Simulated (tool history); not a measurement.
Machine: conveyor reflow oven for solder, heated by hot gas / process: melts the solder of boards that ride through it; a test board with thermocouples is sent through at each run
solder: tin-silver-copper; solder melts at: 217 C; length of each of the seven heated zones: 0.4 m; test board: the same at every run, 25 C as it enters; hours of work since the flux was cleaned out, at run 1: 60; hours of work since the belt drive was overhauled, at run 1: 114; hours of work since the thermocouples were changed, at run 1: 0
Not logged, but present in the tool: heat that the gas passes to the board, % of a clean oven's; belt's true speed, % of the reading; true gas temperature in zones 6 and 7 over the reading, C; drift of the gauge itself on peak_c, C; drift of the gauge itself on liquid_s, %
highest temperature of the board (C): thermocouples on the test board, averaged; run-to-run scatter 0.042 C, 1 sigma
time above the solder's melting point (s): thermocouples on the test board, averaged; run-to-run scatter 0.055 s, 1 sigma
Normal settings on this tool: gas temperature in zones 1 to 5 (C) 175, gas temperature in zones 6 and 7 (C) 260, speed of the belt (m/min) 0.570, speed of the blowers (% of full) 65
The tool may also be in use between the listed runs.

run    day  gas temperature in zones 1 to 5 (C)  gas temperature in zones 6 and 7 (C)  speed of the belt (m/min)  speed of the blowers (% of full)  hours of work since the flux was cleaned out  hours of work since the belt drive was overhauled  hours of work since the thermocouples were changed  highest temperature of the board (C)  time above the solder's melting point (s)
  1  0.000                                  175                                   260                      0.570                                65                                            60                                                114                                                   0                                244.81                                      56.76
  2  0.362                                  175                                   260                      0.570                                65                                            65                                                119                                                   5                                244.81                                      56.83
  3  0.738                                  165                                   260                      0.570                                65                                            69                                                123                                                   9                                242.93                                      51.09
  4  1.038                                  165                                   260                      0.570                                65                                            73                                                127                                                  13                                242.97                                      51.09
  5  1.254                                  165                                   260                      0.570                                65                                            76                                                130                                                  16                                242.87                                      50.94
  6  1.667                                  165                                   268                      0.570                                65                                            81                                                135                                                  21                                249.86                                      57.55
  7  2.033                                  165                                   268                      0.570                                65                                            85                                                139                                                  25                                249.85                                      57.51
  8  2.346                                  165                                   268                      0.570                                65                                            89                                                143                                                  29                                249.88                                      57.45
  9  2.550                                  165                                   268                      0.570                                65                                            92                                                146                                                  32                                249.83                                      57.39
 10  2.962                                  165                                   268                      0.570                                65                                            97                                                151                                                  37                                249.88                                      57.43
 11  3.458                                  165                                   268                      0.570                                65                                           103                                                157                                                  43                                249.81                                      57.38
 12  3.683                                  165                                   268                      0.570                                65                                           106                                                160                                                  46                                249.80                                      57.44
 13  4.146                                  165                                   268                      0.570                                65                                           111                                                165                                                  51                                249.73                                      57.39
 14  4.612                                  165                                   268                      0.570                                65                                           117                                                171                                                  57                                249.70                                      57.31
 15  4.992                                  165                                   268                      0.570                                54                                           122                                                176                                                  62                                247.04                                      54.15
 16  5.196                                  165                                   256                      0.570                                51                                           124                                                178                                                  64                                236.03                                      41.34
 17  5.483                                  165                                   256                      0.570                                51                                           128                                                182                                                  68                                236.06                                      41.34
 18  5.700                                  175                                   265                      0.517                                52                                           131                                                185                                                  71                                249.29                                      67.23
     5.896  -- belt drive overhauled, speed set with a stopwatch
 19  6.104                                  172                                   269                      0.644                                80                                           134                                                  3                                                  73                                250.52                                      53.31
 20  6.375                                  175                                   254                      0.570                                65                                           137                                                  6                                                  77                                239.39                                      50.91
 21  6.754                                  175                                   254                      0.570                                65                                           142                                                 11                                                  82                                239.40                                      50.99
 22  7.250                                  175                                   257                      0.610                                65                                           148                                                 17                                                  88                                239.84                                      47.14
 23  7.692                                  162                                   257                      0.503                                67                                           153                                                 22                                                  93                                243.75                                      59.62
 24  7.967                                  162                                   257                      0.503                                67                                           157                                                 26                                                  97                                243.81                                      59.53

Expected results for the next run?
     8.258  -- belt drive overhauled, speed set with a stopwatch, once more
 25  8.454                                  163                                   270                      0.584                                65                                           161                                                  2                                                 101                                     ?                                          ?

highest temperature of the board (C): 249.92
time above the solder's melting point (s): 55.03
On a tool with no hidden condition, and with the same random variation, this run would have come out at highest temperature of the board (C) 250.92, time above the solder's melting point (s) 56.14.
